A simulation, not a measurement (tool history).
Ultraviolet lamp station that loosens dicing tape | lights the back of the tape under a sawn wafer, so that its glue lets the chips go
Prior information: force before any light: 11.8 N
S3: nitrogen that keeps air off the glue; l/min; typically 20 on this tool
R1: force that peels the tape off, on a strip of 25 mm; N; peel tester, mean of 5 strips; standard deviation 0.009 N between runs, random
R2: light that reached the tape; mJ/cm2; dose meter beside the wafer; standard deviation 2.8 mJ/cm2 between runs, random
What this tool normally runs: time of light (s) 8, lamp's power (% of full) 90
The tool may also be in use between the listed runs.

run 1 hour=0 | time_of_light_(s)=8 lamp's_power_(%_of_full)=90 S3=20 | R1=0.642 R2=324
run 2 hour=70.7 | time_of_light_(s)=8 lamp's_power_(%_of_full)=90 S3=20 | R1=0.656 R2=324
run 3 hour=119.2 | time_of_light_(s)=8 lamp's_power_(%_of_full)=90 S3=20 | R1=0.661 R2=318
run 4 hour=176.2 | time_of_light_(s)=8 lamp's_power_(%_of_full)=90 S3=20 | R1=0.691 R2=309
run 5 hour=209.1 | time_of_light_(s)=8 lamp's_power_(%_of_full)=90 S3=20 | R1=0.754 R2=310
-- hour=247.7 window cleaned of glue's vapour
run 6 hour=254.2 | time_of_light_(s)=8 lamp's_power_(%_of_full)=90 S3=29 | R1=0.327 R2=360
run 7 hour=287.1 | time_of_light_(s)=8 lamp's_power_(%_of_full)=90 S3=29 | R1=0.346 R2=360
run 8 hour=334.3 | time_of_light_(s)=8 lamp's_power_(%_of_full)=90 S3=29 | R1=0.322 R2=358
run 9 hour=404.6 | time_of_light_(s)=8 lamp's_power_(%_of_full)=90 S3=20 | R1=0.522 R2=351
run 10 hour=456.1 | time_of_light_(s)=8 lamp's_power_(%_of_full)=90 S3=20 | R1=0.563 R2=345
run 11 hour=513.6 | time_of_light_(s)=8 lamp's_power_(%_of_full)=90 S3=20 | R1=0.562 R2=340
run 12 hour=553.4 | time_of_light_(s)=8 lamp's_power_(%_of_full)=90 S3=20 | R1=0.594 R2=332
run 13 hour=600.1 | time_of_light_(s)=8 lamp's_power_(%_of_full)=90 S3=20 | R1=0.622 R2=333
run 14 hour=648.1 | time_of_light_(s)=8 lamp's_power_(%_of_full)=90 S3=20 | R1=0.617 R2=327
run 15 hour=707.3 | time_of_light_(s)=8 lamp's_power_(%_of_full)=90 S3=13 | R1=1 R2=317
run 16 hour=747.6 | time_of_light_(s)=8 lamp's_power_(%_of_full)=90 S3=13 | R1=1.054 R2=314
run 17 hour=795.7 | time_of_light_(s)=8 lamp's_power_(%_of_full)=90 S3=21 | R1=0.672 R2=314
run 18 hour=854.5 | time_of_light_(s)=8 lamp's_power_(%_of_full)=90 S3=20 | R1=0.721 R2=304
run 19 hour=894.1 | time_of_light_(s)=8 lamp's_power_(%_of_full)=90 S3=20 | R1=0.763 R2=306
run 20 hour=943.9 | time_of_light_(s)=8 lamp's_power_(%_of_full)=90 S3=20 | R1=0.808 R2=300
run 21 hour=979.5 | time_of_light_(s)=8 lamp's_power_(%_of_full)=90 S3=7 | R1=2.055 R2=295
run 22 hour=1041.1 | time_of_light_(s)=8 lamp's_power_(%_of_full)=90 S3=7 | R1=2.079 R2=287
run 23 hour=1099.5 | time_of_light_(s)=8 lamp's_power_(%_of_full)=87 S3=20 | R1=0.984 R2=276
run 24 hour=1129 | time_of_light_(s)=8 lamp's_power_(%_of_full)=90 S3=22 | R1=0.807 R2=284
run 25 hour=1177.3 | time_of_light_(s)=7 lamp's_power_(%_of_full)=64 S3=11 | R1=3.373 R2=174
run 26 hour=1248.2 | time_of_light_(s)=7 lamp's_power_(%_of_full)=64 S3=11 | R1=3.348 R2=164
run 27 hour=1282 | time_of_light_(s)=7 lamp's_power_(%_of_full)=64 S3=11 | R1=3.544 R2=170

Run 28 has not been measured yet. What should we expect?
run 28 hour=1319.2 | time_of_light_(s)=12 lamp's_power_(%_of_full)=66 S3=12 | R1=? R2=?

Run 28 yielded R1 1.4 N, R2 292 mJ/cm2.
With no hidden state in the tool, this same run would have given R1 0.527 N, R2 444 mJ/cm2.
